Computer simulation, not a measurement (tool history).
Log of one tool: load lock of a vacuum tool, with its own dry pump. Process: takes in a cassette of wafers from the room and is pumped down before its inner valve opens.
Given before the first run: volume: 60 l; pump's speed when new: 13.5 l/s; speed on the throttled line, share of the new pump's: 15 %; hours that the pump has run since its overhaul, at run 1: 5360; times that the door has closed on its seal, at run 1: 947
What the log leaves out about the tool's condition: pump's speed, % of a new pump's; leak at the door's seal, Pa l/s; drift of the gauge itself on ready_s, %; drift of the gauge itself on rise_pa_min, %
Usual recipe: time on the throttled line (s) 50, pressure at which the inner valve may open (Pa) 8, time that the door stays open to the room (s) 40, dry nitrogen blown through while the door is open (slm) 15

run      day  time on the throttled line (s)  pressure at which the inner valve may open (Pa)  time that the door stays open to the room (s)  dry nitrogen blown through while the door is open (slm)  hours that the pump has run since its overhaul  times that the door has closed on its seal  incoming humidity of the room's air, %  time from the closed door until the inner valve may open (s)  rise of the pressure with all valves shut (Pa/min)
  1        0                              50                                                8                                             40                                                       15                                            5360                                         947                                    46.8                                                          86.6                                               0.047
  2    9.796                              50                                               11                                             40                                                       15                                            5595                                        1513                                    43.8                                                          85.6                                               0.044
  3    22.05                              50                                               11                                             40                                                       15                                            5889                                        2221                                    45.4                                                          86.1                                               0.046
  4       40                              50                                               11                                             40                                                       15                                            6320                                        3259                                    42.9                                                          86.3                                               0.049
  5   59.546                              50                                               11                                             40                                                       15                                            6789                                        4389                                    43.1                                                          86.3                                               0.056
  6   75.633                              50                                               11                                             40                                                       15                                            7175                                        5319                                    43.8                                                          85.7                                               0.063
  7   94.196                              50                                               11                                             40                                                       15                                            7621                                        6392                                    45.9                                                          86.8                                               0.065
  8  106.696                              50                                               11                                             40                                                       15                                            7921                                        7115                                    41.1                                                          86.4                                               0.054
  9  121.279                              50                                               11                                             40                                                       15                                            8271                                        7958                                    46.3                                                          86.6                                               0.066
 10  140.279                              50                                               11                                             40                                                        6                                            8726                                        9056                                    43.8                                                          87.3                                               0.076
 11  161.096                              50                                                8                                             40                                                        8                                            9226                                       10260                                    41.7                                                          88.7                                               0.076
 12  172.704                              50                                                8                                             40                                                        8                                            9505                                       10931                                    44.6                                                          89.2                                               0.084
 13  183.212                              50                                               10                                             40                                                       15                                            9757                                       11538                                    44.2                                                          88.8                                               0.082
 14  193.858                              50                                               10                                             40                                                       15                                           10012                                       12154                                    43.8                                                          88.1                                               0.086
 15  209.396                              50                                               10                                             40                                                       15                                           10385                                       13052                                      42                                                          88.2                                               0.086
 16  220.846                              50                                                8                                             40                                                       15                                           10660                                       13714                                    43.6                                                          90.9                                               0.092
 17  241.996                              50                                                6                                             40                                                       15                                           11168                                       14937                                    43.3                                                          90.5                                               0.096
 18  253.717                              50                                                6                                             40                                                       15                                           11449                                       15614                                    44.2                                                          90.8                                               0.101
 19  263.754                              71                                               14                                             40                                                       15                                           11690                                       16195                                    43.5                                                         104.5                                               0.097
 20  285.704                              71                                               14                                             40                                                       15                                           12217                                       17463                                    45.3                                                         104.9                                               0.105
 21  298.333                              71                                               14                                             40                                                        4                                           12520                                       18194                                    47.1                                                         105.4                                               0.131
 22  316.396                              71                                               14                                             40                                                        4                                           12953                                       19238                                      46                                                         104.7                                               0.135
 23  331.696                              26                                               10                                             40                                                       15                                           13321                                       20122                                    41.4                                                          70.1                                               0.128
 24  341.788                              29                                               11                                             95                                                       16                                           13563                                       20706                                    50.2                                                          71.1                                               0.151
 25  351.154                              29                                               11                                             95                                                       16                                           13788                                       21247                                    48.3                                                            71                                               0.159
 26  369.417                              29                                               11                                             95                                                       16                                           14226                                       22303                                      44                                                          72.5                                               0.156
 27  381.671                              29                                               11                                             95                                                       16                                           14520                                       23011                                    48.5                                                          73.1                                               0.166
 28  394.954                              29                                               11                                             95                                                       16                                           14839                                       23779                                    44.4                                                          71.9                                               0.161
     411.792  -- dry pump taken out, an overhauled one fitted
 29  415.529                              29                                               11                                             95                                                        9                                              90                                       24954                                      48                                                            66                                                0.19
 30  426.429                              58                                                7                                             35                                                        6                                             351                                       25585                                    43.3                                                          93.8                                               0.164
 31  442.533                              50                                               11                                             40                                                        9                                             738                                       26515                                    43.2                                                          82.9                                               0.172
 32  456.792                              50                                               11                                             40                                                        9                                            1080                                       27340                                      46                                                          83.7                                               0.178
 33  477.921                              50                                               11                                             40                                                        9                                            1587                                       28561                                    43.7                                                          83.8                                               0.185
 34  491.442                              50                                               11                                             40                                                        9                                            1912                                       29343                                    45.5                                                          83.7                                               0.186
 35  513.279                              55                                                8                                            147                                                        5                                            2436                                       30605                                    43.6                                                          90.3                                               0.243
 36  528.992                              50                                                7                                             27                                                       15                                            2813                                       31514                                    43.6                                                          87.1                                               0.195

Pick out some run-to-run changes in time from the closed door until the inner valve may open (s). Of each, how much would a tool without hidden state show as well, from the settings, what came in and chance, and how much is left for the hidden state and any gauge scatter not in both results compared?
Run 18 -> 19: time on the throttled line (s) 50 -> 71, pressure at which the inner valve may open (Pa) 6 -> 14. time from the closed door until the inner valve may open (s) +13.7: hidden state -1, all else +14.7.
Run 22 -> 23: time on the throttled line (s) 71 -> 26, pressure at which the inner valve may open (Pa) 14 -> 10, dry nitrogen blown through while the door is open (slm) 4 -> 15. time from the closed door until the inner valve may open (s) -34.6: hidden state +1.6, all else -36.2.
Run 28 -> 29: dry nitrogen blown through while the door is open (slm) 16 -> 9, dry pump taken out, an overhauled one fitted. time from the closed door until the inner valve may open (s) -5.9: hidden state -7, all else +1.1.
Run 29 -> 30: time on the throttled line (s) 29 -> 58, pressure at which the inner valve may open (Pa) 11 -> 7, time that the door stays open to the room (s) 95 -> 35, dry nitrogen blown through while the door is open (slm) 9 -> 6. time from the closed door until the inner valve may open (s) +27.8: hidden state +0.1, all else +27.7.

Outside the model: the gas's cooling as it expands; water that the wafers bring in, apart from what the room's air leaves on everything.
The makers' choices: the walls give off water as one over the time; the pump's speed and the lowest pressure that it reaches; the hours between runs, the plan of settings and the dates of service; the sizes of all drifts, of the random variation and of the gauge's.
